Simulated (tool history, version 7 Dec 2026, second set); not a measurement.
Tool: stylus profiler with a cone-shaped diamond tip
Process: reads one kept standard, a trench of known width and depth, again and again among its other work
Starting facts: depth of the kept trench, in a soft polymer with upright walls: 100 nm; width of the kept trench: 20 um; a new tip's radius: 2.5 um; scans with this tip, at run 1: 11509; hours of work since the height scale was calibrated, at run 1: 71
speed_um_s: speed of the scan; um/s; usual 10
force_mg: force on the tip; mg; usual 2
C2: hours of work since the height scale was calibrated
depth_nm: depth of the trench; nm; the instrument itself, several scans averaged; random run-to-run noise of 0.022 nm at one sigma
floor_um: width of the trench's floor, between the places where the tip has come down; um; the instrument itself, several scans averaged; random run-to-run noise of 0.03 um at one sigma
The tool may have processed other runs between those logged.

{"run": 1, "hour": 0.0, "speed_um_s": 10, "force_mg": 2, "scans with this tip": 11509, "C2": 71, "depth_nm": 101.06, "floor_um": 18.52}
{"run": 2, "hour": 65.7, "speed_um_s": 10, "force_mg": 2, "scans with this tip": 12043, "C2": 121, "depth_nm": 101.01, "floor_um": 18.51}
{"run": 3, "hour": 145.0, "speed_um_s": 10, "force_mg": 1.35, "scans with this tip": 12688, "C2": 182, "depth_nm": 100.78, "floor_um": 18.56}
{"run": 4, "hour": 207.7, "speed_um_s": 10, "force_mg": 1.35, "scans with this tip": 13198, "C2": 230, "depth_nm": 100.8, "floor_um": 18.55}
{"run": 5, "hour": 300.3, "speed_um_s": 10, "force_mg": 1.35, "scans with this tip": 13953, "C2": 301, "depth_nm": 100.8, "floor_um": 18.61}
{"run": 6, "hour": 370.0, "speed_um_s": 10, "force_mg": 1.35, "scans with this tip": 14520, "C2": 355, "depth_nm": 100.79, "floor_um": 18.58}
{"run": 7, "hour": 448.2, "speed_um_s": 10, "force_mg": 1.35, "scans with this tip": 15156, "C2": 415, "depth_nm": 100.8, "floor_um": 18.58}
{"run": 8, "hour": 519.6, "speed_um_s": 10, "force_mg": 2, "scans with this tip": 15737, "C2": 469, "depth_nm": 101.06, "floor_um": 18.55}
{"run": 9, "hour": 611.1, "speed_um_s": 10, "force_mg": 2, "scans with this tip": 16481, "C2": 540, "depth_nm": 101.08, "floor_um": 18.49}
{"run": 10, "hour": 649.0, "speed_um_s": 10, "force_mg": 2, "scans with this tip": 16790, "C2": 569, "depth_nm": 101.07, "floor_um": 18.52}
{"run": 11, "hour": 725.4, "speed_um_s": 10, "force_mg": 2, "scans with this tip": 17412, "C2": 627, "depth_nm": 101.02, "floor_um": 18.52}
{"hour": 744.3, "done": "new tip fitted, height scale calibrated"}
{"run": 12, "hour": 795.6, "speed_um_s": 10, "force_mg": 3.37, "scans with this tip": 418, "C2": 39, "depth_nm": 101.46, "floor_um": 18.53}
{"run": 13, "hour": 852.8, "speed_um_s": 10, "force_mg": 3.37, "scans with this tip": 883, "C2": 83, "depth_nm": 101.47, "floor_um": 18.6}
{"run": 14, "hour": 938.2, "speed_um_s": 10, "force_mg": 3.37, "scans with this tip": 1578, "C2": 149, "depth_nm": 101.51, "floor_um": 18.57}
{"run": 15, "hour": 1030.8, "speed_um_s": 10, "force_mg": 0.91, "scans with this tip": 2332, "C2": 220, "depth_nm": 100.6, "floor_um": 18.51}
{"run": 16, "hour": 1118.5, "speed_um_s": 10, "force_mg": 0.91, "scans with this tip": 3045, "C2": 287, "depth_nm": 100.6, "floor_um": 18.54}
{"run": 17, "hour": 1159.3, "speed_um_s": 10, "force_mg": 2.62, "scans with this tip": 3377, "C2": 319, "depth_nm": 101.24, "floor_um": 18.53}
{"run": 18, "hour": 1251.7, "speed_um_s": 10, "force_mg": 2.62, "scans with this tip": 4129, "C2": 390, "depth_nm": 101.25, "floor_um": 18.56}
{"run": 19, "hour": 1308.2, "speed_um_s": 10, "force_mg": 2.62, "scans with this tip": 4589, "C2": 433, "depth_nm": 101.28, "floor_um": 18.55}
{"run": 20, "hour": 1387.3, "speed_um_s": 10, "force_mg": 2.62, "scans with this tip": 5233, "C2": 494, "depth_nm": 101.25, "floor_um": 18.57}
{"run": 21, "hour": 1475.8, "speed_um_s": 12, "force_mg": 1.73, "scans with this tip": 5953, "C2": 562, "depth_nm": 100.92, "floor_um": 18.58}
{"run": 22, "hour": 1548.6, "speed_um_s": 11, "force_mg": 4.41, "scans with this tip": 6546, "C2": 618, "depth_nm": 101.8, "floor_um": 18.6}
{"run": 23, "hour": 1615.3, "speed_um_s": 11, "force_mg": 4.41, "scans with this tip": 7088, "C2": 669, "depth_nm": 101.74, "floor_um": 18.56}
{"run": 24, "hour": 1673.7, "speed_um_s": 19, "force_mg": 5.98, "scans with this tip": 7563, "C2": 714, "depth_nm": 102.18, "floor_um": 18.59}
{"run": 25, "hour": 1750.9, "speed_um_s": 17, "force_mg": 2.58, "scans with this tip": 8192, "C2": 773, "depth_nm": 101.27, "floor_um": 18.56}
{"run": 26, "hour": 1826.1, "speed_um_s": 17, "force_mg": 2.58, "scans with this tip": 8804, "C2": 831, "depth_nm": 101.24, "floor_um": 18.53}
{"run": 27, "hour": 1884.6, "speed_um_s": 3, "force_mg": 2.85, "scans with this tip": 9280, "C2": 875, "depth_nm": 101.36, "floor_um": 18.59}
{"run": 28, "hour": 1956.3, "speed_um_s": 3, "force_mg": 0.91, "scans with this tip": 9863, "C2": 931, "depth_nm": 100.63, "floor_um": 18.56}
{"run": 29, "hour": 2011.3, "speed_um_s": 3, "force_mg": 0.91, "scans with this tip": 10310, "C2": 973, "depth_nm": 100.57, "floor_um": 18.55}
{"hour": 2045.4, "done": "height scale calibrated on a step standard"}
{"run": 30, "hour": 2055.2, "speed_um_s": 27, "force_mg": 1.33, "scans with this tip": 10664, "C2": 7, "depth_nm": 100.77, "floor_um": 18.45}
{"run": 31, "hour": 2094.4, "speed_um_s": 27, "force_mg": 1.33, "scans with this tip": 10983, "C2": 38, "depth_nm": 100.81, "floor_um": 18.45}
{"run": 32, "hour": 2134.9, "speed_um_s": 27, "force_mg": 1.33, "scans with this tip": 11313, "C2": 69, "depth_nm": 100.78, "floor_um": 18.44}
{"run": 33, "hour": 2175.7, "speed_um_s": 27, "force_mg": 1.33, "scans with this tip": 11645, "C2": 100, "depth_nm": 100.81, "floor_um": 18.54}
{"run": 34, "hour": 2226.6, "speed_um_s": 31, "force_mg": 1.94, "scans with this tip": 12058, "C2": 139, "depth_nm": 101, "floor_um": 18.46}
{"run": 35, "hour": 2315.2, "speed_um_s": 31, "force_mg": 1.94, "scans with this tip": 12779, "C2": 207, "depth_nm": 101.06, "floor_um": 18.47}
{"run": 36, "hour": 2405.4, "speed_um_s": 31, "force_mg": 3.23, "scans with this tip": 13513, "C2": 276, "depth_nm": 101.44, "floor_um": 18.49}
{"run": 37, "hour": 2489.5, "speed_um_s": 11, "force_mg": 3.1, "scans with this tip": 14198, "C2": 341, "depth_nm": 101.4, "floor_um": 18.52}
{"run": 38, "hour": 2534.0, "speed_um_s": 11, "force_mg": 3.1, "scans with this tip": 14561, "C2": 375, "depth_nm": 101.41, "floor_um": 18.48}
{"run": 39, "hour": 2590.2, "speed_um_s": 30, "force_mg": 0.69, "scans with this tip": 15017, "C2": 418, "depth_nm": 100.54, "floor_um": 18.43}
{"run": 40, "hour": 2630.8, "speed_um_s": 8, "force_mg": 1.64, "scans with this tip": 15348, "C2": 449, "depth_nm": 100.9, "floor_um": 18.53}

Forecast each of these 4 alternatives for the next run:
{"run": "A", "hour": 2682.4, "speed_um_s": 23, "force_mg": 0.86, "scans with this tip": 15768, "C2": 489, "depth_nm": "?", "floor_um": "?"}
{"run": "B", "hour": 2682.4, "speed_um_s": 10, "force_mg": 1.64, "scans with this tip": 15768, "C2": 489, "depth_nm": "?", "floor_um": "?"}
{"run": "C", "hour": 2682.4, "speed_um_s": 9, "force_mg": 0.96, "scans with this tip": 15768, "C2": 489, "depth_nm": "?", "floor_um": "?"}
{"run": "D", "hour": 2682.4, "speed_um_s": 32, "force_mg": 4.03, "scans with this tip": 15768, "C2": 489, "depth_nm": "?", "floor_um": "?"}

run=A depth_nm=100.6 floor_um=18.45
run=B depth_nm=100.91 floor_um=18.61
run=C depth_nm=100.62 floor_um=18.53
run=D depth_nm=101.68 floor_um=18.51
Stripped of hidden state, with their random variation kept, the same runs would have yielded:
run=A depth_nm=100.59 floor_um=18.47
run=B depth_nm=100.91 floor_um=18.63
run=C depth_nm=100.61 floor_um=18.55
run=D depth_nm=101.68 floor_um=18.53
